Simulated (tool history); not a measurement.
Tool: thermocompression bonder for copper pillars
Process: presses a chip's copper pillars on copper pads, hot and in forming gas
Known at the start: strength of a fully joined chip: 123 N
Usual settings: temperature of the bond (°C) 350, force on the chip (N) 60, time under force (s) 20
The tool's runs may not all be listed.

run	hour	temperature of the bond (°C)	force on the chip (N)	time under force (s)	force that shears a chip off (N)
1	0.0	350	60	20	71.5
2	17.8	350	60	20	71.6
3	37.1	350	60	20	72.2
4	46.9	350	60	20	71.4
5	57.5	350	38	20	59.6
6	75.0	350	38	20	59.8
7	96.8	325	60	20	58.7
8	111.6	350	60	20	71.9
# hour 118.0: forming gas filter changed
9	133.0	350	60	20	72.0
10	147.3	350	60	20	72.4
11	157.6	350	60	20	72.9
12	171.1	342	41	11	46.2
13	182.2	350	60	12	61.5
14	199.5	350	69	20	75.5
15	211.4	322	55	18	53.2
16	228.0	322	55	18	53.2
17	240.1	339	67	58	92.7
18	253.7	339	67	58	93.1
19	272.7	349	68	23	77.6
20	296.0	349	57	11	56.9
21	318.7	349	57	11	57.2

5 ways to go on from here, each from the tool as it stands after run 21. What would each give?
A	336.5	376	83	49	?
B	336.5	349	47	19	?
C	336.5	351	51	12	?
D	336.5	331	58	14	?
E	336.5	358	85	20	?

run	force that shears a chip off (N)
A	109.3
B	63.8
C	56.8
D	53.8
E	85.7
Without the tool's hidden state the same runs would have given:
run	force that shears a chip off (N)
A	109.6
B	63.9
C	56.9
D	53.9
E	85.9
